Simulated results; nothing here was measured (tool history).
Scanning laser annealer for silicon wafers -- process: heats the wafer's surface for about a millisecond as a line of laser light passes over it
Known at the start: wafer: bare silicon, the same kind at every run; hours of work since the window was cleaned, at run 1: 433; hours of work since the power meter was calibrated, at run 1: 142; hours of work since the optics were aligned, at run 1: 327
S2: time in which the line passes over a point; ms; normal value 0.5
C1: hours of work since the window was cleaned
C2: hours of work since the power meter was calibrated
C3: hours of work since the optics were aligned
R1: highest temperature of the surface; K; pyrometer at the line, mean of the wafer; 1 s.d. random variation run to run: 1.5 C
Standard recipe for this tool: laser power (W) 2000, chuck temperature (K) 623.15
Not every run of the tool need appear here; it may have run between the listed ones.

{"run": 1, "hour": 0.0, "laser power (W)": 2000, "S2": 0.5, "chuck temperature (K)": 623.15, "C1": 433, "C2": 142, "C3": 327, "R1": 1341.15}
{"run": 2, "hour": 6.9, "laser power (W)": 2000, "S2": 0.5, "chuck temperature (K)": 623.15, "C1": 436, "C2": 145, "C3": 331, "R1": 1342.15}
{"run": 3, "hour": 15.3, "laser power (W)": 2000, "S2": 0.5, "chuck temperature (K)": 623.15, "C1": 440, "C2": 149, "C3": 335, "R1": 1340.15}
{"run": 4, "hour": 20.5, "laser power (W)": 2000, "S2": 0.5, "chuck temperature (K)": 623.15, "C1": 443, "C2": 152, "C3": 337, "R1": 1342.15}
{"run": 5, "hour": 30.1, "laser power (W)": 2000, "S2": 0.5, "chuck temperature (K)": 623.15, "C1": 447, "C2": 156, "C3": 342, "R1": 1337.15}
{"run": 6, "hour": 38.0, "laser power (W)": 2000, "S2": 0.5, "chuck temperature (K)": 623.15, "C1": 451, "C2": 160, "C3": 345, "R1": 1336.15}
{"run": 7, "hour": 48.3, "laser power (W)": 2000, "S2": 0.5, "chuck temperature (K)": 623.15, "C1": 456, "C2": 165, "C3": 350, "R1": 1340.15}
{"run": 8, "hour": 58.2, "laser power (W)": 2000, "S2": 0.5, "chuck temperature (K)": 623.15, "C1": 460, "C2": 170, "C3": 355, "R1": 1338.15}
{"run": 9, "hour": 66.0, "laser power (W)": 2000, "S2": 0.5, "chuck temperature (K)": 623.15, "C1": 464, "C2": 173, "C3": 359, "R1": 1338.15}
{"run": 10, "hour": 70.6, "laser power (W)": 1887, "S2": 0.5, "chuck temperature (K)": 623.15, "C1": 466, "C2": 175, "C3": 361, "R1": 1291.15}
{"run": 11, "hour": 78.1, "laser power (W)": 2124, "S2": 0.5, "chuck temperature (K)": 623.15, "C1": 470, "C2": 179, "C3": 365, "R1": 1388.15}
{"run": 12, "hour": 84.1, "laser power (W)": 2124, "S2": 0.5, "chuck temperature (K)": 623.15, "C1": 473, "C2": 182, "C3": 367, "R1": 1390.15}
{"run": 13, "hour": 89.0, "laser power (W)": 2000, "S2": 0.5, "chuck temperature (K)": 641.15, "C1": 475, "C2": 184, "C3": 370, "R1": 1358.15}
{"run": 14, "hour": 94.9, "laser power (W)": 2000, "S2": 0.5, "chuck temperature (K)": 641.15, "C1": 478, "C2": 187, "C3": 372, "R1": 1357.15}
{"run": 15, "hour": 102.8, "laser power (W)": 2000, "S2": 0.5, "chuck temperature (K)": 623.15, "C1": 482, "C2": 191, "C3": 376, "R1": 1341.15}
{"run": 16, "hour": 113.0, "laser power (W)": 2008, "S2": 0.56, "chuck temperature (K)": 623.15, "C1": 486, "C2": 196, "C3": 381, "R1": 1389.15}
{"hour": 115.8, "done": "window over the wafer cleaned"}
{"run": 17, "hour": 124.3, "laser power (W)": 2008, "S2": 0.56, "chuck temperature (K)": 623.15, "C1": 4, "C2": 200, "C3": 385, "R1": 1375.15}
{"run": 18, "hour": 134.4, "laser power (W)": 2000, "S2": 0.388, "chuck temperature (K)": 656.15, "C1": 9, "C2": 205, "C3": 390, "R1": 1272.15}
{"run": 19, "hour": 141.0, "laser power (W)": 2000, "S2": 0.465, "chuck temperature (K)": 623.15, "C1": 12, "C2": 208, "C3": 393, "R1": 1299.15}
{"run": 20, "hour": 150.7, "laser power (W)": 2162, "S2": 0.583, "chuck temperature (K)": 616.15, "C1": 17, "C2": 213, "C3": 398, "R1": 1453.15}
{"run": 21, "hour": 159.3, "laser power (W)": 2162, "S2": 0.583, "chuck temperature (K)": 616.15, "C1": 21, "C2": 217, "C3": 402, "R1": 1452.15}
{"hour": 161.8, "done": "window over the wafer cleaned, once more"}
{"run": 22, "hour": 166.4, "laser power (W)": 1914, "S2": 0.5, "chuck temperature (K)": 649.15, "C1": 2, "C2": 219, "C3": 404, "R1": 1340.15}
{"run": 23, "hour": 170.8, "laser power (W)": 1939, "S2": 0.5, "chuck temperature (K)": 616.15, "C1": 4, "C2": 221, "C3": 407, "R1": 1319.15}
{"run": 24, "hour": 175.2, "laser power (W)": 1939, "S2": 0.5, "chuck temperature (K)": 649.15, "C1": 6, "C2": 223, "C3": 409, "R1": 1348.15}
{"run": 25, "hour": 183.3, "laser power (W)": 1939, "S2": 0.5, "chuck temperature (K)": 649.15, "C1": 10, "C2": 227, "C3": 413, "R1": 1350.15}
{"run": 26, "hour": 190.3, "laser power (W)": 1791, "S2": 0.591, "chuck temperature (K)": 649.15, "C1": 14, "C2": 230, "C3": 416, "R1": 1348.15}
{"run": 27, "hour": 195.2, "laser power (W)": 2168, "S2": 0.439, "chuck temperature (K)": 616.15, "C1": 16, "C2": 233, "C3": 418, "R1": 1357.15}
{"run": 28, "hour": 203.5, "laser power (W)": 1785, "S2": 0.443, "chuck temperature (K)": 657.15, "C1": 20, "C2": 237, "C3": 422, "R1": 1252.15}
{"run": 29, "hour": 212.0, "laser power (W)": 1999, "S2": 0.481, "chuck temperature (K)": 662.15, "C1": 24, "C2": 241, "C3": 426, "R1": 1375.15}

4 options for the next run, each taken on its own from the tool as it stands now. Forecast them:
{"run": "A", "hour": 222.3, "laser power (W)": 2000, "S2": 0.5, "chuck temperature (K)": 622.15, "C1": 29, "C2": 246, "C3": 431, "R1": "?"}
{"run": "B", "hour": 222.3, "laser power (W)": 1999, "S2": 0.357, "chuck temperature (K)": 662.15, "C1": 29, "C2": 246, "C3": 431, "R1": "?"}
{"run": "C", "hour": 222.3, "laser power (W)": 2131, "S2": 0.611, "chuck temperature (K)": 646.15, "C1": 29, "C2": 246, "C3": 431, "R1": "?"}
{"run": "D", "hour": 222.3, "laser power (W)": 2108, "S2": 0.463, "chuck temperature (K)": 643.15, "C1": 29, "C2": 246, "C3": 431, "R1": "?"}

run=A R1=1346.15
run=B R1=1268.15
run=C R1=1514.15
run=D R1=1385.15
What these runs would have given with no unlogged condition in the tool:
run=A R1=1354.15
run=B R1=1274.15
run=C R1=1523.15
run=D R1=1393.15
